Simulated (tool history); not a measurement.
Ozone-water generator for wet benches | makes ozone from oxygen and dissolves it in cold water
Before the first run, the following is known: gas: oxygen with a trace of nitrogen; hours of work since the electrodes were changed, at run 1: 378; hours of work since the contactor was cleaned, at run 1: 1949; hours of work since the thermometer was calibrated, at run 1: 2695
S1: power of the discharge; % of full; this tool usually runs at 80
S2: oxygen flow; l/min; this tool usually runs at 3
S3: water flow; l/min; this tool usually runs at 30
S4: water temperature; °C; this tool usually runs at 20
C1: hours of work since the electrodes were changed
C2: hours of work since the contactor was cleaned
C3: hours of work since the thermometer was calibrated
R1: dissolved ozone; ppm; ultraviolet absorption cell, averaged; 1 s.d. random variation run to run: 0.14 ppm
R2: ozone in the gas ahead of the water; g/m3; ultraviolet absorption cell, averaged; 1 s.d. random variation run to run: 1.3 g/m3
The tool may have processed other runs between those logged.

run	day	S1	S2	S3	S4	C1	C2	C3	R1	R2
1	0	80	3	30	20	378	1949	2695	14.7	235.1
2	0.921	80	3	30	20	393	1964	2711	14.5	235.3
3	2	80	3	30	20	411	1982	2729	14.6	236.3
4	3.221	80	3	30	19	432	2003	2749	15	235.5
5	4.038	97	3	30	20	445	2017	2763	16.3	263
6	5.229	80	3	30	22	465	2037	2783	14.4	235.6
7	6.267	80	3	30	22	483	2054	2800	14.4	235.5
8	7.412	72	3	30	20	502	2073	2819	13.8	219.8
9	8.408	80	3	30	20	518	2090	2836	14.8	236
10	9.188	80	3	30	20	531	2103	2849	14.6	234.2
11	10.046	80	3	22	20	546	2117	2864	18.6	235.3
12	10.796	80	3	22	20	558	2130	2876	18.8	233.5
13	11.412	63	2.09	23	18	569	2140	2886	14.7	241.4
14	12.492	80	3	33	16	587	2158	2905	13.8	233.9
15	13.738	69	5.21	33	27	608	2179	2925	13.2	167.8
16	14.317	62	5.21	42	27	617	2189	2935	10.3	156.2
17	15.433	65	1.62	36	23	636	2208	2954	8.6	275.6
18	16.158	65	1.62	36	23	648	2220	2966	8.6	274.6
19	16.725	60	3	38	20	658	2229	2976	9.9	198.9
20	17.279	84	3	26	20	667	2238	2985	16.9	239.4
21	18.479	71	2.94	26	20	687	2259	3005	15.1	218.8
22	19.112	80	3	30	14	698	2269	3016	14.9	235.6
23	20.362	77	2.54	30	13	719	2290	3036	14.1	246.4
24	20.967	77	2.54	29	21	729	2300	3047	13.8	244.3

4 options for the next run, each taken on its own from the tool as it stands now. Forecast them:
A	21.896	80	4.07	30	20	744	2316	3062	?	?
B	21.896	41	3	46	13	744	2316	3062	?	?
C	21.896	77	1.99	29	21	744	2316	3062	?	?
D	21.896	80	1.96	30	23	744	2316	3062	?	?

run	R1	R2
A	15.7	202.6
B	6.9	160.1
C	12.7	275
D	12.4	284.1
Take away the tool's hidden state, keep each run's random variation, and the runs would have read:
run	R1	R2
A	16.6	207.8
B	7.2	162.8
C	13.4	282
D	13.1	291.5
